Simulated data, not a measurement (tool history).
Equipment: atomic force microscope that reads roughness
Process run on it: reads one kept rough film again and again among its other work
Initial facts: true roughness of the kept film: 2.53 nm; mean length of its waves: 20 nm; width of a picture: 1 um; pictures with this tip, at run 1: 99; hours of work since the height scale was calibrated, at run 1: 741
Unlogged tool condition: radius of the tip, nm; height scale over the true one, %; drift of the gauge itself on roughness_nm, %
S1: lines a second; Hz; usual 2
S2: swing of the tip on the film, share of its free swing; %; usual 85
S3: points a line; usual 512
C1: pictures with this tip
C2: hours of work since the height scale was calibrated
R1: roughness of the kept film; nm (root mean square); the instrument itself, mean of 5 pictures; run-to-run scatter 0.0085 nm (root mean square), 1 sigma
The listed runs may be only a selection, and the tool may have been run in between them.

run    hour    S1  S2   S3   C1    C2     R1
  1       0     2  85  512   99   741  1.538
  2    27.9     2  85  512  127   754  1.494
  3    58.4     2  85  512  157   768  1.421
  4    82.4     2  85  512  180   779  1.377
       96.5  -- new tip fitted
  5   109.8     2  85  282   13   792  1.774
  6   129.2  2.25  85  512   32   801  1.706
  7   154.4  2.25  85  512   56   813  1.642
  8   181.3  2.25  85  512   83   825   1.55
  9   207.6  1.05  85  512  109   837  1.665
 10   235.8  1.05  85  512  136   850   1.57
 11   257.4  1.05  85  512  157   860  1.524
      296.5  -- new tip fitted
 12   298.9  0.59  85  512    3   879  2.105
 13     338  0.59  85  960   41   897  1.962
 14   373.6     2  85  512   76   914   1.64
 15   410.3     2  85  512  112   931  1.549
 16   428.3     2  85  512  129   939  1.497
 17   449.7     2  85  512  150   949  1.445
 18   469.5     2  85  512  170   958  1.423
      495.6  -- new tip fitted
 19   497.9     2  85  430    2   971  1.852
 20   529.4     2  85  430   33   986  1.743
 21   554.4     2  85  430   58   998  1.657
 22   573.8  0.76  85  512   77  1007  1.802
 23   601.7  2.11  85  512  104  1019  1.546
 24   623.1  2.11  85  512  125  1029  1.496
 25   651.4     2  85  512  153  1043  1.439
 26   680.6     2  85  512  181  1056  1.375
      694.2  -- new tip fitted
 27   701.3     2  85  512    7  1065  1.872
 28   736.9     2  85  512   42  1082  1.743
 29   767.8     2  57  512   72  1096  1.882
 30   796.9     2  57  512  101  1110  1.768
 31   816.7     2  57  512  120  1119  1.736
 32   842.1     2  57  512  145  1131  1.661
 33   865.9  1.69  62  512  169  1142  1.603
      893.3  -- new tip fitted
 34   894.2  1.69  62  512    1  1155  2.146
 35   933.9  1.69  85  512   40  1173  1.808
 36     957  1.69  78  450   63  1184  1.796
 37   975.6  0.79  67  379   81  1192   1.87
 38   994.9  0.79  67  379  100  1201  1.821
 39    1018  0.64  63  641  122  1212  1.774
 40  1054.5     2  70  741  158  1229  1.586
 41  1089.1     2  70  741  192  1245  1.518
     1092.3  -- new tip fitted
 42  1128.8     2  85  298   36  1263  1.726
 43  1164.5  0.72  60  512   71  1280  1.944
 44  1200.3   1.2  85  650  106  1296  1.643
 45  1236.9   1.2  85  650  142  1313  1.567
     1246.9  -- height scale calibrated on a step standard
 46  1263.3   1.2  59  650  166     8  1.615
 47  1285.8     2  85  887  189    18  1.361
     1293.2  -- new tip fitted
 48    1323     2  85  887   29    35  1.761
 49    1349     2  85  539   55    47  1.679
 50  1379.9     2  64  621   85    61  1.778
 51  1408.9     2  64  621  114    75    1.7
 52  1439.4  0.85  67  512  144    89   1.67
 53  1470.8  1.99  65  512  174   104   1.54
     1490.8  -- new tip fitted
 54  1495.7     2  79  710    4   115  1.928

Take each entry between the runs: how does the hidden state at the last listed run before it differ from the hidden state at the first listed run after it?
From run 4 to run 5: new tip fitted (hour 96.5)
  radius of the tip, nm: 21.6 -> 6.8; height scale over the true one, %: 0.74 -> 0.75
  measured result minus the result with no hidden state, R1: -0.495 -> -0.058 nm (root mean square)
From run 11 to run 12: new tip fitted (hour 296.5)
  radius of the tip, nm: 20.1 -> 5.4; height scale over the true one, %: 0.82 -> 0.84
  measured result minus the result with no hidden state, R1: -0.495 -> +0 nm (root mean square)
From run 18 to run 19: new tip fitted (hour 495.6)
  radius of the tip, nm: 20.2 -> 5.6; height scale over the true one, %: 0.92 -> 0.94
  measured result minus the result with no hidden state, R1: -0.463 -> -0.007 nm (root mean square)
From run 26 to run 27: new tip fitted (hour 694.2)
  radius of the tip, nm: 21.7 -> 5.7; height scale over the true one, %: 1.03 -> 1.04
  measured result minus the result with no hidden state, R1: -0.491 -> -0.01 nm (root mean square)
From run 33 to run 34: new tip fitted (hour 893.3)
  radius of the tip, nm: 20.7 -> 5.2; height scale over the true one, %: 1.12 -> 1.13
  measured result minus the result with no hidden state, R1: -0.537 -> +0.016 nm (root mean square)
From run 41 to run 42: new tip fitted (hour 1092.3)
  radius of the tip, nm: 22 -> 8.4; height scale over the true one, %: 1.23 -> 1.25
  measured result minus the result with no hidden state, R1: -0.55 -> -0.108 nm (root mean square)
From run 45 to run 46: height scale calibrated on a step standard (hour 1246.9)
  radius of the tip, nm: 18.2 -> 20.4; height scale over the true one, %: 1.3 -> -0.03
  measured result minus the result with no hidden state, R1: -0.432 -> -0.552 nm (root mean square)
From run 47 to run 48: new tip fitted (hour 1293.2)
  radius of the tip, nm: 22.5 -> 8.1; height scale over the true one, %: -0.02 -> 0
  measured result minus the result with no hidden state, R1: -0.527 -> -0.12 nm (root mean square)
From run 53 to run 54: new tip fitted (hour 1490.8)
  radius of the tip, nm: 21.1 -> 5.8; height scale over the true one, %: 0.07 -> 0.08
  measured result minus the result with no hidden state, R1: -0.554 -> -0.035 nm (root mean square)
